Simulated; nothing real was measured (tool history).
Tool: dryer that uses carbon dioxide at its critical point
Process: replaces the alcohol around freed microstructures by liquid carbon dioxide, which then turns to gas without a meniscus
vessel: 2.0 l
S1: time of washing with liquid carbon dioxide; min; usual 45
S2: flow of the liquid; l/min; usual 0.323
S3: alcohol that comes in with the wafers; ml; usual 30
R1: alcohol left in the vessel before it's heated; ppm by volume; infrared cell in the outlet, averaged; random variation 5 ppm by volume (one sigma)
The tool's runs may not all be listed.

run 1 day=0.000 | S1=45 S2=0.323 S3=30 | R1=63
run 2 day=2.300 | S1=45 S2=0.323 S3=30 | R1=71
run 3 day=4.692 | S1=30 S2=0.323 S3=30 | R1=296
run 4 day=6.033 | S1=30 S2=0.323 S3=30 | R1=301
run 5 day=7.612 | S1=45 S2=0.323 S3=30 | R1=79
run 6 day=10.025 | S1=45 S2=0.323 S3=30 | R1=89
run 7 day=11.283 | S1=45 S2=0.323 S3=30 | R1=86
run 8 day=12.467 | S1=45 S2=0.323 S3=30 | R1=89
run 9 day=13.725 | S1=45 S2=0.323 S3=98 | R1=202
run 10 day=15.450 | S1=45 S2=0.323 S3=98 | R1=199
-- day=16.700 inlet filter changed
run 11 day=17.062 | S1=45 S2=0.323 S3=37 | R1=77
run 12 day=18.854 | S1=45 S2=0.323 S3=37 | R1=90
run 13 day=20.733 | S1=45 S2=0.323 S3=68 | R1=114
run 14 day=22.442 | S1=45 S2=0.323 S3=68 | R1=122
run 15 day=23.838 | S1=45 S2=0.323 S3=68 | R1=127
run 16 day=26.008 | S1=45 S2=0.323 S3=68 | R1=131
run 17 day=28.696 | S1=45 S2=0.323 S3=68 | R1=142
run 18 day=31.158 | S1=45 S2=0.323 S3=117 | R1=184
run 19 day=33.479 | S1=45 S2=0.323 S3=30 | R1=114
run 20 day=34.596 | S1=46 S2=0.195 S3=84 | R1=1119
run 21 day=36.812 | S1=46 S2=0.322 S3=95 | R1=189
run 22 day=38.700 | S1=46 S2=0.322 S3=95 | R1=204
run 23 day=39.888 | S1=29 S2=0.322 S3=64 | R1=729
run 24 day=42.596 | S1=46 S2=0.303 S3=29 | R1=135
run 25 day=44.254 | S1=46 S2=0.303 S3=29 | R1=149
run 26 day=46.742 | S1=33 S2=0.323 S3=30 | R1=297
run 27 day=48.542 | S1=48 S2=0.247 S3=105 | R1=583
-- day=48.762 inlet filter changed
run 28 day=50.979 | S1=56 S2=0.495 S3=105 | R1=112
run 29 day=53.221 | S1=56 S2=0.495 S3=105 | R1=116
run 30 day=54.988 | S1=56 S2=0.495 S3=105 | R1=113
run 31 day=57.242 | S1=71 S2=0.410 S3=66 | R1=116
run 32 day=59.621 | S1=70 S2=0.547 S3=51 | R1=130
run 33 day=61.500 | S1=41 S2=0.224 S3=36 | R1=484
run 34 day=63.458 | S1=45 S2=0.349 S3=46 | R1=154
run 35 day=64.975 | S1=47 S2=0.323 S3=30 | R1=147
run 36 day=66.517 | S1=47 S2=0.323 S3=30 | R1=162
run 37 day=67.938 | S1=47 S2=0.323 S3=30 | R1=163

The next listed run, before its measurement:
run 38 day=70.479 | S1=47 S2=0.309 S3=23 | R1=?

Run 38 gave R1 156 ppm by volume.
Without the tool's hidden state the same run would have given R1 13 ppm by volume.

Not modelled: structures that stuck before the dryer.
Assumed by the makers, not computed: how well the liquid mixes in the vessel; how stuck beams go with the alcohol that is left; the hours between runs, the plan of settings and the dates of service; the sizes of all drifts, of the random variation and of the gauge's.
